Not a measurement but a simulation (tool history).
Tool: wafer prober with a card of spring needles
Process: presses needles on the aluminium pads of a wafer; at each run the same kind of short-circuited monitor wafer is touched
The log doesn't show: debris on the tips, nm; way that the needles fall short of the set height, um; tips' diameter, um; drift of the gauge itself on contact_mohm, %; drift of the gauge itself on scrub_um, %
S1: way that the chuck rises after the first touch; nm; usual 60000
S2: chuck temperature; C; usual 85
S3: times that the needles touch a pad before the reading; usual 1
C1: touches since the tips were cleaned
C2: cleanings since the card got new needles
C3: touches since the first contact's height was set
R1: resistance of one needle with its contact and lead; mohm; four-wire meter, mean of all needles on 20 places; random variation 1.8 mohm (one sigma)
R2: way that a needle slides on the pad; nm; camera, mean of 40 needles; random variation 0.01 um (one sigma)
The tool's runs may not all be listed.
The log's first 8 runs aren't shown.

| run | hour | S1 | S2 | S3 | C1 | C2 | C3 | R1 | R2 |
|---|---|---|---|---|---|---|---|---|---|
|  | 234.1 | tips cleaned on abrasive film |
| 9 | 246.9 | 60000 | 50 | 1 | 6245 | 86 | 42452 | 442 | 8640 |
|  | 253.1 | tips cleaned on abrasive film |
|  | 272 | tips cleaned on abrasive film |
| 10 | 277.1 | 60000 | 84 | 1 | 2476 | 88 | 57018 | 355 | 8620 |
|  | 288.9 | tips cleaned on abrasive film |
|  | 304.6 | tips cleaned on abrasive film |
| 11 | 310.6 | 60000 | 84 | 1 | 2932 | 90 | 73228 | 389 | 8590 |
|  | 321.4 | tips cleaned on abrasive film |
|  | 337.5 | tips cleaned on abrasive film |
| 12 | 348.5 | 79000 | 85 | 1 | 5354 | 92 | 91546 | 339 | 11330 |
|  | 356.2 | tips cleaned on abrasive film |
|  | 375.1 | tips cleaned on abrasive film |
| 13 | 382.6 | 60000 | 85 | 2 | 3610 | 94 | 107999 | 322 | 8530 |
|  | 392.3 | tips cleaned on abrasive film |
|  | 392.6 | height of the first contact set anew |
|  | 409.1 | tips cleaned on abrasive film |
| 14 | 416.4 | 60000 | 85 | 2 | 3544 | 96 | 11546 | 315 | 8740 |
|  | 426.8 | tips cleaned on abrasive film |
|  | 444.6 | tips cleaned on abrasive film |
| 15 | 445.8 | 60000 | 85 | 2 | 587 | 98 | 25734 | 241 | 8710 |
|  | 462.6 | tips cleaned on abrasive film |
| 16 | 469.2 | 60000 | 85 | 2 | 3212 | 99 | 37061 | 316 | 8690 |
|  | 478.8 | tips cleaned on abrasive film |
| 17 | 489.4 | 60000 | 85 | 2 | 5137 | 100 | 46810 | 343 | 8660 |
|  | 494.7 | tips cleaned on abrasive film |
|  | 511.6 | tips cleaned on abrasive film |
| 18 | 526.5 | 60000 | 85 | 2 | 7261 | 102 | 64753 | 351 | 8650 |
|  | 528.7 | tips cleaned on abrasive film |
|  | 544.3 | tips cleaned on abrasive film |
| 19 | 555.9 | 60000 | 85 | 2 | 5600 | 104 | 78914 | 344 | 8590 |
|  | 559.8 | tips cleaned on abrasive film |
|  | 576.3 | tips cleaned on abrasive film |
| 20 | 576.3 | 60000 | 85 | 2 | 0 | 106 | 88756 | 218 | 8550 |
|  | 593.3 | tips cleaned on abrasive film |
|  | 610.1 | tips cleaned on abrasive film |
| 21 | 615.2 | 60000 | 57 | 1 | 2501 | 108 | 107567 | 375 | 8520 |
|  | 625.3 | height of the first contact set anew |
|  | 627.3 | tips cleaned on abrasive film |
| 22 | 636.6 | 60000 | 57 | 1 | 4500 | 109 | 5433 | 431 | 8740 |
|  | 643.9 | tips cleaned on abrasive film |
|  | 659.4 | tips cleaned on abrasive film |
|  | 676.8 | tips cleaned on abrasive film |
| 23 | 681.7 | 50000 | 44 | 1 | 2368 | 112 | 27236 | 467 | 7240 |
|  | 694 | tips cleaned on abrasive film |
| 24 | 706.5 | 50000 | 57 | 2 | 6068 | 113 | 39220 | 423 | 7250 |
|  | 710.4 | tips cleaned on abrasive film |
|  | 726.3 | tips cleaned on abrasive film |
| 25 | 732.5 | 42000 | 57 | 2 | 3002 | 115 | 51777 | 455 | 6020 |
|  | 743 | tips cleaned on abrasive film |
|  | 758.7 | tips cleaned on abrasive film |
| 26 | 758.7 | 42000 | 57 | 2 | 19 | 117 | 64406 | 250 | 5980 |
|  | 776.8 | tips cleaned on abrasive film |
|  | 793.6 | tips cleaned on abrasive film |
| 27 | 795.4 | 42000 | 57 | 2 | 879 | 119 | 82140 | 325 | 5910 |
|  | 809.2 | tips cleaned on abrasive film |
| 28 | 819.9 | 42000 | 57 | 2 | 5219 | 120 | 94012 | 552 | 5920 |
|  | 825.6 | tips cleaned on abrasive film |
|  | 842.9 | tips cleaned on abrasive film |
| 29 | 856 | 60000 | 90 | 1 | 6358 | 122 | 111453 | 490 | 8500 |
|  | 859.9 | tips cleaned on abrasive film |
|  | 860.2 | height of the first contact set anew |
|  | 876.5 | tips cleaned on abrasive film |
| 30 | 883.9 | 72000 | 49 | 2 | 3601 | 124 | 11447 | 289 | 10470 |

4 ways to go on from here, each from the tool as it stands after run 30. What would each give?
|  | 892.8 | tips cleaned on abrasive film |
|  | 910.4 | tips cleaned on abrasive film |
| A | 925.1 | 45000 | 33 | 2 | 7141 | 126 | 31372 | ? | ? |
|  | 892.8 | tips cleaned on abrasive film |
|  | 910.4 | tips cleaned on abrasive film |
| B | 925.1 | 59000 | 105 | 3 | 7141 | 126 | 31372 | ? | ? |
|  | 892.8 | tips cleaned on abrasive film |
|  | 910.4 | tips cleaned on abrasive film |
| C | 925.1 | 72000 | 97 | 2 | 7141 | 126 | 31372 | ? | ? |
|  | 892.8 | tips cleaned on abrasive film |
|  | 910.4 | tips cleaned on abrasive film |
| D | 925.1 | 69000 | 31 | 2 | 7141 | 126 | 31372 | ? | ? |

| run | R1 | R2 |
|---|---|---|
| A | 517 | 6510 |
| B | 306 | 8590 |
| C | 315 | 10460 |
| D | 323 | 10030 |
Without the tool's hidden state the same runs would have given:
| run | R1 | R2 |
|---|---|---|
| A | 189 | 6550 |
| B | 198 | 8630 |
| C | 192 | 10500 |
| D | 178 | 10070 |
